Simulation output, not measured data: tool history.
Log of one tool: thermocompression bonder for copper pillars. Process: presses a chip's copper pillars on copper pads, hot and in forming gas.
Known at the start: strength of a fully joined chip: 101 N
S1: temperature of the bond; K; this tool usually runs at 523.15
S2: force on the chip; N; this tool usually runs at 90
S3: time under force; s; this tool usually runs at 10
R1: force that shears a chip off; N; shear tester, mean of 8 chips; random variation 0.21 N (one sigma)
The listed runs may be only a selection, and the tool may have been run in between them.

run    hour      S1   S2  S3    R1
  1     0.0  523.15   90  10  55.2
  2    19.4  523.15   90  10  54.6
  3    45.0  523.15   90  10  54.6
  4    75.3  523.15   90  15  62.2
  5   108.0  523.15   90  10  55.0
  6   143.5  523.15   90  10  54.9
  7   161.3  523.15   90  10  54.7
  8   182.3  523.15   90  10  54.8
  9   215.9  523.15   90  10  54.3
 10   251.4  523.15   90  10  54.3
 11   277.6  523.15   90  10  54.2
 12   299.6  523.15  125  10  63.8
 13   324.1  523.15   90  10  54.0
 14   359.3  523.15   90  10  54.0
 15   383.6  523.15  104  10  57.8
 16   416.0  523.15  104  10  57.7
 17   440.0  536.15   90  10  60.4
 18   458.2  523.15   90  10  53.8
 19   474.6  523.15   90  10  53.6
 20   509.0  523.15   90  10  53.0
 21   533.6  523.15   90  10  53.6
 22   556.1  494.15  113  12  46.6
 23   583.0  494.15  113  12  46.2
 24   598.8  523.15   59   9  40.0
 25   634.9  523.15   59   9  41.4
 26   668.9  503.15   58  23  46.0
 27   698.0  503.15   58  23  46.2
 28   730.2  505.15   90  10  44.6
 29   763.3  505.15   90  10  44.6
 30   784.0  505.15   90  10  44.5
 31   804.3  516.15  113   6  47.9
 32   834.2  498.15   60  11  33.0
 33   863.1  498.15   76  11  38.2
 34   895.0  523.15  105  29  77.4
 35   923.7  523.15  105  29  77.1
 36   943.9  523.15  105  29  77.3
 37   962.9  523.15   72   9  45.7
 38   991.4  543.15  114  15  78.3
 39  1019.0  495.15   57  25  41.6
 40  1034.4  538.15  106  25  81.5
 41  1051.5  523.15  113  28  77.8

Not shown here: 3 entries made in the log between runs. Locate each between two listed runs and compare the hidden state at the listed run before it with the hidden state at the listed run after it:
In the gap between runs 22 and 23: heater calibrated with a thermocouple chip (hour 560.0)
  true temperature of the bond over the reading, C: -1.3 -> -1.7; oxide that the forming gas leaves, % of the face: 2.96 -> 3.07
  measured value less the no-hidden-state value, R1: -1.4 -> -1.6 N
In the gap between runs 24 and 25: heater calibrated with a thermocouple chip, once more (hour 614.5); forming gas filter changed (hour 630.5)
  true temperature of the bond over the reading, C: -1.8 -> -0.8; oxide that the forming gas leaves, % of the face: 3.15 -> 0.65
  measured value less the no-hidden-state value, R1: -1.4 -> +0.1 N

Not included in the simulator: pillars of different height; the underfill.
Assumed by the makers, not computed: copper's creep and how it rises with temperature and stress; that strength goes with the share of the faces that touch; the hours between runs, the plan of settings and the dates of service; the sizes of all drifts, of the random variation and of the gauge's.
